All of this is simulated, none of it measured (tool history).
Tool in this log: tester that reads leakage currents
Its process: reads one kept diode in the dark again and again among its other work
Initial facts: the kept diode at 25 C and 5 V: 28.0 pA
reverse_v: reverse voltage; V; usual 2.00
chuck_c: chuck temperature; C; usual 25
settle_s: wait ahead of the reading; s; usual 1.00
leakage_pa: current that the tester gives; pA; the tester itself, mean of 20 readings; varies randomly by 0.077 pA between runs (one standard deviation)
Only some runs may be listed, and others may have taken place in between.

| run | hour | reverse_v | chuck_c | settle_s | leakage_pa |
|---|---|---|---|---|---|
| 1 | 0.0 | 2.00 | 25 | 1.00 | 19.31 |
| 2 | 74.7 | 2.00 | 25 | 1.00 | 19.36 |
|  | 170.4 | chuck's temperature calibrated |
| 3 | 183.1 | 2.00 | 25 | 1.00 | 19.36 |
| 4 | 309.8 | 2.00 | 52 | 1.00 | 120.37 |
| 5 | 415.9 | 2.00 | 52 | 1.00 | 122.08 |
| 6 | 473.1 | 16.88 | 52 | 1.00 | 314.51 |
| 7 | 583.5 | 2.00 | 56 | 1.00 | 155.31 |
| 8 | 670.8 | 10.09 | 56 | 1.00 | 320.21 |
| 9 | 727.4 | 2.00 | 25 | 0.93 | 19.50 |
| 10 | 802.5 | 2.00 | 36 | 0.76 | 42.34 |
| 11 | 899.6 | 7.89 | 48 | 0.76 | 175.07 |
| 12 | 1012.1 | 7.89 | 48 | 0.76 | 174.38 |
| 13 | 1128.7 | 1.62 | 25 | 0.49 | 18.28 |
| 14 | 1235.2 | 1.35 | 25 | 1.22 | 15.98 |
| 15 | 1328.3 | 1.35 | 25 | 6.40 | 15.82 |
|  | 1411.5 | chuck's temperature calibrated |
| 16 | 1426.9 | 1.51 | 25 | 0.33 | 18.29 |
| 17 | 1481.8 | 7.66 | 32 | 6.20 | 57.00 |

Each row is a separate what-if for the run after 17, all from the same tool condition, not one after another. Results?
| A | 1576.4 | 1.17 | 26 | 6.07 | ? |
| B | 1576.4 | 4.54 | 32 | 0.52 | ? |
| C | 1576.4 | 19.02 | 42 | 2.22 | ? |
| D | 1576.4 | 2.00 | 32 | 1.00 | ? |
| E | 1576.4 | 7.66 | 38 | 0.73 | ? |

| run | leakage_pa |
|---|---|
| A | 15.89 |
| B | 48.15 |
| C | 173.80 |
| D | 32.03 |
| E | 90.23 |
With no hidden state in the tool, these same runs would have given:
| run | leakage_pa |
|---|---|
| A | 15.89 |
| B | 48.12 |
| C | 173.71 |
| D | 32.01 |
| E | 90.19 |
